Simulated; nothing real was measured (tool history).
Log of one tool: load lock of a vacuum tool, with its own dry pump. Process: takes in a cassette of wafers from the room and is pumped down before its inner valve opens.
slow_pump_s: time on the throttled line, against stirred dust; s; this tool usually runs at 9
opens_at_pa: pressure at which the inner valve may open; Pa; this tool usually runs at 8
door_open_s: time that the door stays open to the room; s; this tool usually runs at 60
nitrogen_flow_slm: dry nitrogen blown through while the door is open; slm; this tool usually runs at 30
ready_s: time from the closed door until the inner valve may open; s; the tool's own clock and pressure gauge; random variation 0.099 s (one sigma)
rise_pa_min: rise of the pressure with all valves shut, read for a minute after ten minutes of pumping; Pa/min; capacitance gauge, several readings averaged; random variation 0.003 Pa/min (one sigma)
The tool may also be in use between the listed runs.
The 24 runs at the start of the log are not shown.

run     hour  slow_pump_s  opens_at_pa  door_open_s  nitrogen_flow_slm  hours that the pump has run since its overhaul  times that the door has closed on its seal  incoming humidity of the room's air, %  ready_s  rise_pa_min
 25  12535.8           18            9           84                 30                                           17410                                       40659                                    46.6    25.56        0.192
 26  13240.3           18            9           84                 30                                           18115                                       42305                                    46.8    25.66        0.205
     13277.3  -- dry pump taken out, an overhauled one fitted
 27  13931.9           18            9           84                 30                                             655                                       43906                                    46.6    24.87        0.210
 28  14231.6           11            8          113                 30                                             954                                       44606                                    43.6    19.22        0.221
 29  14862.7           11            8          113                 30                                            1585                                       46079                                    40.7    19.37        0.231
 30  15311.3            7            8           60                 43                                            2034                                       47127                                    45.4    16.06        0.229
 31  15777.2            7            8           60                 43                                            2500                                       48215                                    46.5    16.17        0.236
 32  16240.9           11            8          235                 24                                            2964                                       49298                                    44.4    19.52        0.268

Below are 3 alternative next runs, each starting from the tool's condition after run 32. Predict each:
  A  16910.5           11            7           34                 12                                            3633                                       50862                                    47.3        ?            ?
  B  16910.5            9            8           27                 10                                            3633                                       50862                                    49.6        ?            ?
  C  16910.5            7           14          235                 36                                            3633                                       50862                                    41.4        ?            ?

run  ready_s  rise_pa_min
  A    19.57        0.271
  B    17.67        0.268
  C    15.40        0.271
Had the tool no hidden state, the same runs would have come out as:
run  ready_s  rise_pa_min
  A    19.47        0.024
  B    17.56        0.029
  C    15.30        0.034
